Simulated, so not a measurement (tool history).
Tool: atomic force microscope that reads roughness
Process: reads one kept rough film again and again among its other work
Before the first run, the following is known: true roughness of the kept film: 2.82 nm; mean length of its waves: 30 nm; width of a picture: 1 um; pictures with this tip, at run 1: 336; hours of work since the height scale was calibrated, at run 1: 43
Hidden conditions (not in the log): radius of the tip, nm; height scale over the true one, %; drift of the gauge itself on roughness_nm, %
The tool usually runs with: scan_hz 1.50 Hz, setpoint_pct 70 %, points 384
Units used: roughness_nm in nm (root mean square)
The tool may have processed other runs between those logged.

run   hour  scan_hz  setpoint_pct  points  pictures with this tip  hours of work since the height scale was calibrated  roughness_nm
  1    0.0     1.50            70     384                     336                                                   43         2.320
  2    9.1     1.50            70     384                     347                                                   48         2.331
  3   15.0     1.50            70     384                     354                                                   52         2.329
  4   22.3     1.50            70     384                     363                                                   56         2.323
      27.8  -- new tip fitted
  5   27.8     1.50            70     557                       0                                                   59         2.337
  6   33.8     1.50            70     557                       7                                                   62         2.341
  7   45.0     2.56            70     557                      20                                                   68         2.202
  8   51.2     1.50            70     384                      28                                                   72         2.327
  9   56.4     1.50            70     384                      34                                                   75         2.343
 10   66.2     1.50            70     384                      46                                                   80         2.330
 11   71.8     1.50            70     407                      53                                                   84         2.349
 12   81.8     2.80            70     407                      65                                                   89         2.164
 13   89.1     1.50            70     282                      74                                                   93         2.319
 14   94.7     1.50            70     282                      81                                                   97         2.325
 15  101.0     1.50            70     557                      89                                                  100         2.314
 16  107.0     1.50            70     557                      96                                                  103         2.345
 17  116.8     1.50            70     384                     108                                                  109         2.325
 18  122.9     1.50            70     384                     115                                                  112         2.324
 19  133.9     1.50            70     384                     129                                                  119         2.341
 20  144.4     1.50            88     384                     142                                                  125         2.050
 21  153.2     1.50            76     384                     152                                                  130         2.252
 22  159.8     1.50            70     378                     160                                                  133         2.327
 23  170.6     1.50            70     378                     173                                                  139         2.326
 24  177.9     1.50            72     378                     182                                                  144         2.305
 25  183.6     1.50            72     378                     189                                                  147         2.297
 26  190.4     1.50            71     405                     198                                                  151         2.328
 27  197.0     1.50            70     318                     206                                                  154         2.316
 28  208.1     3.29            72     341                     219                                                  161         2.054
 29  213.3     2.27            62     384                     226                                                  164         2.352
 30  222.5     2.27            60     495                     237                                                  169         2.371
 31  228.0     2.27            60     495                     244                                                  172         2.390
 32  238.6     2.11            70     481                     256                                                  178         2.246
 33  244.5     1.16            70     371                     264                                                  181         2.385
 34  250.6     1.50            70     387                     271                                                  185         2.329
 35  260.8     1.50            70     387                     283                                                  190         2.329
 36  270.5     1.47            70     384                     295                                                  196         2.333
 37  277.6     1.47            70     384                     304                                                  200         2.359
 38  287.7     1.47            70     384                     316                                                  206         2.330
 39  293.8     1.47            70     384                     324                                                  209         2.331
 40  302.9     1.50            77     663                     335                                                  214         2.249
 41  309.6     1.50            77     663                     343                                                  218         2.235
 42  315.5     1.50            77     638                     350                                                  221         2.248
 43  322.8     1.71            86     485                     359                                                  225         2.045
     332.4  -- new tip fitted
 44  334.6     1.50            85     274                       3                                                  232         2.099
 45  345.5     1.78            70     589                      16                                                  238         2.324

Forecast each of these 3 alternatives for the next run:
  A  351.0     2.42            70     334                      23                                                  241             ?
  B  351.0     3.08            79     905                      23                                                  241             ?
  C  351.0     1.78            68     863                      23                                                  241             ?

run  roughness_nm
  A         2.206
  B         1.922
  C         2.340
Stripped of hidden state, with their random variation kept, the same runs would have yielded:
run  roughness_nm
  A         2.206
  B         1.923
  C         2.341
